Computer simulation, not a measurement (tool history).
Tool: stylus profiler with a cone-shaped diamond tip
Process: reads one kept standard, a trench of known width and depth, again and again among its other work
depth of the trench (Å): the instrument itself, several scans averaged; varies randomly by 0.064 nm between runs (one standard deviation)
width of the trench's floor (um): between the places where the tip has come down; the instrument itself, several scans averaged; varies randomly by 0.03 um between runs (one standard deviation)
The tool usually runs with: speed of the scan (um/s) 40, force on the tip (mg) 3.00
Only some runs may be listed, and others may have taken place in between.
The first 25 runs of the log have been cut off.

run,hour,speed of the scan (um/s),force on the tip (mg),scans with this tip,hours of work since the height scale was calibrated,depth of the trench (Å),width of the trench's floor (um)
26,1587.8,43,1.21,11667,1045,2009.9,45.85
27,1652.2,137,1.48,11869,1088,2010.6,45.38
28,1698.4,40,6.52,12013,1118,2047.4,45.91
29,1751.7,12,4.56,12180,1153,2036.5,46.04
30,1813.0,12,4.56,12372,1194,2034.1,45.98
31,1888.4,12,4.56,12607,1243,2034.5,45.91
32,1957.4,16,4.82,12823,1289,2036.0,45.95
33,1995.9,16,4.82,12943,1314,2035.7,45.93
34,2036.0,42,1.57,13069,1340,2010.9,45.73
35,2089.2,57,2.52,13235,1375,2018.4,45.76
# hour 2132.9: height scale calibrated on a step standard
36,2164.5,40,1.02,13469,21,2016.0,45.66
37,2244.0,40,1.02,13717,73,2016.2,45.65
38,2297.3,48,5.79,13884,108,2052.3,45.78
39,2355.4,29,6.44,14066,146,2055.6,45.81
40,2430.1,18,5.62,14299,196,2051.5,45.83
41,2470.4,15,3.11,14425,222,2033.4,45.78
42,2556.8,117,3.35,14695,279,2034.4,45.41
43,2631.1,40,1.07,14928,328,2013.8,45.54
44,2679.3,31,3.89,15078,360,2038.8,45.64
45,2722.0,40,3.56,15212,388,2033.6,45.69
46,2780.7,101,5.44,15395,426,2046.6,45.51

4 options for the next run, each taken on its own from the tool as it stands now. Forecast them:
A,2832.1,47,3.34,15556,460,?,?
B,2832.1,20,1.42,15556,460,?,?
C,2832.1,64,5.44,15556,460,?,?
D,2832.1,81,7.90,15556,460,?,?

run,depth of the trench (Å),width of the trench's floor (um)
A,2033.2,45.60
B,2017.1,45.69
C,2046.5,45.62
D,2061.8,45.56
The same runs, with their run-to-run variation unchanged, on a tool lacking any hidden condition would have given:
run,depth of the trench (Å),width of the trench's floor (um)
A,2036.7,47.04
B,2020.6,47.14
C,2050.0,47.06
D,2065.3,47.00
